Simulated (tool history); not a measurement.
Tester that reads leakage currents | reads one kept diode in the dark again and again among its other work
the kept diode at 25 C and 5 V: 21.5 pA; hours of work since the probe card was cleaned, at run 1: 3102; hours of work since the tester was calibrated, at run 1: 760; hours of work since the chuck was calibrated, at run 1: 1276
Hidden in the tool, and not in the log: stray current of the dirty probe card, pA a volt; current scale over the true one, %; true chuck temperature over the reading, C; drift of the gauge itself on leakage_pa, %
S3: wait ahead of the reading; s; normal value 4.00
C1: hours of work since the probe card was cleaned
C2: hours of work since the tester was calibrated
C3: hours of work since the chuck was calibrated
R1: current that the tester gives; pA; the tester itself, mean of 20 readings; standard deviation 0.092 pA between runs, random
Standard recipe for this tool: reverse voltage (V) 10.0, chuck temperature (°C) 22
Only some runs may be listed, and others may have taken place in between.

{"run": 1, "hour": 0.0, "reverse voltage (V)": 10.0, "chuck temperature (°C)": 22, "S3": 4.0, "C1": 3102, "C2": 760, "C3": 1276, "R1": 40.09}
{"run": 2, "hour": 27.6, "reverse voltage (V)": 10.0, "chuck temperature (°C)": 22, "S3": 4.0, "C1": 3116, "C2": 774, "C3": 1290, "R1": 39.8}
{"run": 3, "hour": 70.2, "reverse voltage (V)": 10.0, "chuck temperature (°C)": 22, "S3": 4.0, "C1": 3138, "C2": 796, "C3": 1312, "R1": 40.14}
{"run": 4, "hour": 94.6, "reverse voltage (V)": 10.0, "chuck temperature (°C)": 22, "S3": 4.0, "C1": 3150, "C2": 808, "C3": 1324, "R1": 40.23}
{"run": 5, "hour": 113.6, "reverse voltage (V)": 10.0, "chuck temperature (°C)": 22, "S3": 4.0, "C1": 3160, "C2": 818, "C3": 1334, "R1": 40.31}
{"run": 6, "hour": 150.3, "reverse voltage (V)": 10.0, "chuck temperature (°C)": 22, "S3": 4.0, "C1": 3179, "C2": 837, "C3": 1353, "R1": 40.36}
{"run": 7, "hour": 184.0, "reverse voltage (V)": 10.0, "chuck temperature (°C)": 22, "S3": 4.0, "C1": 3196, "C2": 854, "C3": 1370, "R1": 40.52}
{"run": 8, "hour": 212.8, "reverse voltage (V)": 10.0, "chuck temperature (°C)": 22, "S3": 4.0, "C1": 3211, "C2": 869, "C3": 1385, "R1": 40.39}
{"run": 9, "hour": 238.3, "reverse voltage (V)": 10.0, "chuck temperature (°C)": 22, "S3": 4.0, "C1": 3224, "C2": 882, "C3": 1398, "R1": 40.65}
{"run": 10, "hour": 257.8, "reverse voltage (V)": 10.0, "chuck temperature (°C)": 22, "S3": 1.02, "C1": 3234, "C2": 892, "C3": 1408, "R1": 41.75}
{"run": 11, "hour": 292.5, "reverse voltage (V)": 10.0, "chuck temperature (°C)": 22, "S3": 1.02, "C1": 3251, "C2": 909, "C3": 1426, "R1": 41.67}
{"run": 12, "hour": 325.6, "reverse voltage (V)": 10.0, "chuck temperature (°C)": 22, "S3": 1.02, "C1": 3268, "C2": 926, "C3": 1443, "R1": 41.68}
{"run": 13, "hour": 351.1, "reverse voltage (V)": 10.0, "chuck temperature (°C)": 22, "S3": 1.02, "C1": 3281, "C2": 939, "C3": 1456, "R1": 41.87}
{"run": 14, "hour": 387.4, "reverse voltage (V)": 10.0, "chuck temperature (°C)": 22, "S3": 1.98, "C1": 3300, "C2": 958, "C3": 1474, "R1": 41.25}
{"run": 15, "hour": 426.9, "reverse voltage (V)": 10.0, "chuck temperature (°C)": 22, "S3": 3.52, "C1": 3320, "C2": 978, "C3": 1494, "R1": 41.17}
{"run": 16, "hour": 455.4, "reverse voltage (V)": 10.0, "chuck temperature (°C)": 22, "S3": 4.0, "C1": 3335, "C2": 993, "C3": 1509, "R1": 41.16}
{"run": 17, "hour": 486.8, "reverse voltage (V)": 1.4, "chuck temperature (°C)": 22, "S3": 4.0, "C1": 3351, "C2": 1009, "C3": 1525, "R1": 10.84}
{"run": 18, "hour": 529.2, "reverse voltage (V)": 1.4, "chuck temperature (°C)": 22, "S3": 4.0, "C1": 3372, "C2": 1030, "C3": 1547, "R1": 10.74}
{"run": 19, "hour": 568.5, "reverse voltage (V)": 1.4, "chuck temperature (°C)": 22, "S3": 4.0, "C1": 3392, "C2": 1050, "C3": 1567, "R1": 10.92}
{"run": 20, "hour": 609.5, "reverse voltage (V)": 1.4, "chuck temperature (°C)": 22, "S3": 4.0, "C1": 3413, "C2": 1071, "C3": 1588, "R1": 10.9}
{"run": 21, "hour": 644.3, "reverse voltage (V)": 10.0, "chuck temperature (°C)": 22, "S3": 0.36, "C1": 3431, "C2": 1089, "C3": 1605, "R1": 44.8}
{"run": 22, "hour": 673.3, "reverse voltage (V)": 3.0, "chuck temperature (°C)": 21, "S3": 0.36, "C1": 3446, "C2": 1104, "C3": 1620, "R1": 18.14}
{"hour": 694.9, "done": "probe card cleaned and baked"}
{"run": 23, "hour": 697.5, "reverse voltage (V)": 3.0, "chuck temperature (°C)": 21, "S3": 0.36, "C1": 1, "C2": 1115, "C3": 1631, "R1": 14.09}
{"run": 24, "hour": 723.3, "reverse voltage (V)": 3.0, "chuck temperature (°C)": 21, "S3": 0.36, "C1": 14, "C2": 1128, "C3": 1644, "R1": 14.19}
{"run": 25, "hour": 760.9, "reverse voltage (V)": 3.0, "chuck temperature (°C)": 21, "S3": 0.36, "C1": 34, "C2": 1147, "C3": 1664, "R1": 14.14}
{"run": 26, "hour": 778.9, "reverse voltage (V)": 3.0, "chuck temperature (°C)": 21, "S3": 0.36, "C1": 43, "C2": 1156, "C3": 1673, "R1": 14.12}
{"run": 27, "hour": 811.5, "reverse voltage (V)": 3.0, "chuck temperature (°C)": 21, "S3": 0.36, "C1": 60, "C2": 1173, "C3": 1689, "R1": 14.31}
{"run": 28, "hour": 839.6, "reverse voltage (V)": 3.0, "chuck temperature (°C)": 21, "S3": 0.36, "C1": 74, "C2": 1187, "C3": 1704, "R1": 14.4}
{"run": 29, "hour": 871.9, "reverse voltage (V)": 2.0, "chuck temperature (°C)": 36, "S3": 5.06, "C1": 90, "C2": 1204, "C3": 1720, "R1": 34.4}
{"run": 30, "hour": 889.5, "reverse voltage (V)": 2.0, "chuck temperature (°C)": 36, "S3": 5.06, "C1": 99, "C2": 1213, "C3": 1729, "R1": 34.34}
{"run": 31, "hour": 923.8, "reverse voltage (V)": 1.2, "chuck temperature (°C)": 22, "S3": 2.3, "C1": 117, "C2": 1230, "C3": 1747, "R1": 8.5}
{"hour": 957.3, "done": "chuck's temperature calibrated"}
{"run": 32, "hour": 957.3, "reverse voltage (V)": 6.9, "chuck temperature (°C)": 32, "S3": 1.1, "C1": 133, "C2": 1247, "C3": 0, "R1": 46.38}
{"run": 33, "hour": 989.1, "reverse voltage (V)": 6.9, "chuck temperature (°C)": 32, "S3": 1.1, "C1": 149, "C2": 1263, "C3": 16, "R1": 46.8}
{"run": 34, "hour": 1032.8, "reverse voltage (V)": 6.9, "chuck temperature (°C)": 32, "S3": 1.1, "C1": 172, "C2": 1285, "C3": 39, "R1": 46.78}
{"run": 35, "hour": 1065.5, "reverse voltage (V)": 6.9, "chuck temperature (°C)": 32, "S3": 1.1, "C1": 188, "C2": 1302, "C3": 55, "R1": 47.02}
{"run": 36, "hour": 1093.0, "reverse voltage (V)": 5.9, "chuck temperature (°C)": 44, "S3": 0.32, "C1": 202, "C2": 1316, "C3": 69, "R1": 105.37}
{"run": 37, "hour": 1134.3, "reverse voltage (V)": 5.9, "chuck temperature (°C)": 44, "S3": 0.32, "C1": 224, "C2": 1337, "C3": 90, "R1": 105.02}
{"run": 38, "hour": 1174.2, "reverse voltage (V)": 7.0, "chuck temperature (°C)": 45, "S3": 0.62, "C1": 244, "C2": 1357, "C3": 111, "R1": 124.44}
{"run": 39, "hour": 1208.4, "reverse voltage (V)": 1.7, "chuck temperature (°C)": 54, "S3": 2.05, "C1": 261, "C2": 1375, "C3": 128, "R1": 100.74}
{"run": 40, "hour": 1239.4, "reverse voltage (V)": 1.7, "chuck temperature (°C)": 54, "S3": 2.05, "C1": 277, "C2": 1391, "C3": 144, "R1": 100.9}
{"run": 41, "hour": 1266.4, "reverse voltage (V)": 2.6, "chuck temperature (°C)": 21, "S3": 4.68, "C1": 291, "C2": 1404, "C3": 158, "R1": 11.13}

Alternative continuations, all from the tool just after run 41; predict every row:
{"run": "A", "hour": 1303.6, "reverse voltage (V)": 2.6, "chuck temperature (°C)": 24, "S3": 0.95, "C1": 310, "C2": 1424, "C3": 177, "R1": "?"}
{"run": "B", "hour": 1303.6, "reverse voltage (V)": 10.0, "chuck temperature (°C)": 52, "S3": 4.0, "C1": 310, "C2": 1424, "C3": 177, "R1": "?"}
{"run": "C", "hour": 1303.6, "reverse voltage (V)": 5.2, "chuck temperature (°C)": 52, "S3": 2.56, "C1": 310, "C2": 1424, "C3": 177, "R1": "?"}

run=A R1=14.26
run=B R1=249.70
run=C R1=169.51
Take away the tool's hidden state, keep each run's random variation, and the runs would have read:
run=A R1=13.81
run=B R1=246.08
run=C R1=167.25

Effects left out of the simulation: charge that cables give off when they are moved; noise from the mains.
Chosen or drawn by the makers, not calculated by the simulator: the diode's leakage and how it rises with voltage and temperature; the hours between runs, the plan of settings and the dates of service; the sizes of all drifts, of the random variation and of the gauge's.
